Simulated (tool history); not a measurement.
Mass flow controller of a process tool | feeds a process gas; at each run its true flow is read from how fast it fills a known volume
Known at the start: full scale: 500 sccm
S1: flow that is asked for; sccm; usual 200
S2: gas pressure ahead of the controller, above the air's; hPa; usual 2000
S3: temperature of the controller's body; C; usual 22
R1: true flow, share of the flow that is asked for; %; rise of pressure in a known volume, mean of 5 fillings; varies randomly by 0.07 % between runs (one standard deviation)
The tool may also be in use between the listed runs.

run 1 hour=0.0 | S1=200 S2=2000 S3=22 | R1=98.76
run 2 hour=169.7 | S1=200 S2=2000 S3=22 | R1=98.78
run 3 hour=374.1 | S1=200 S2=2000 S3=39 | R1=98.68
run 4 hour=631.5 | S1=200 S2=2160 S3=22 | R1=99.17
run 5 hour=785.4 | S1=200 S2=2160 S3=22 | R1=99.23
run 6 hour=929.0 | S1=200 S2=2160 S3=22 | R1=99.18
run 7 hour=1056.5 | S1=200 S2=2160 S3=22 | R1=99.37
run 8 hour=1208.7 | S1=51 S2=2160 S3=22 | R1=98.76
run 9 hour=1487.8 | S1=51 S2=2160 S3=22 | R1=98.75
run 10 hour=1605.0 | S1=51 S2=2160 S3=22 | R1=99.02
run 11 hour=1883.1 | S1=51 S2=2160 S3=22 | R1=99.05
run 12 hour=2029.5 | S1=211 S2=2000 S3=25 | R1=99.71
run 13 hour=2308.5 | S1=211 S2=2000 S3=25 | R1=99.72
run 14 hour=2556.9 | S1=211 S2=2000 S3=25 | R1=99.94
run 15 hour=2818.6 | S1=185 S2=2000 S3=28 | R1=99.81
run 16 hour=2953.4 | S1=162 S2=1970 S3=27 | R1=99.74
run 17 hour=3186.4 | S1=254 S2=1950 S3=22 | R1=100.33
run 18 hour=3375.0 | S1=254 S2=1450 S3=29 | R1=100.03

The next listed run, before its measurement:
run 19 hour=3624.9 | S1=200 S2=2000 S3=30 | R1=?

Run 19 yielded R1 100.08 %.
Were there no unlogged condition in the tool, this run, its random variation unchanged, would have produced R1 98.56 %.
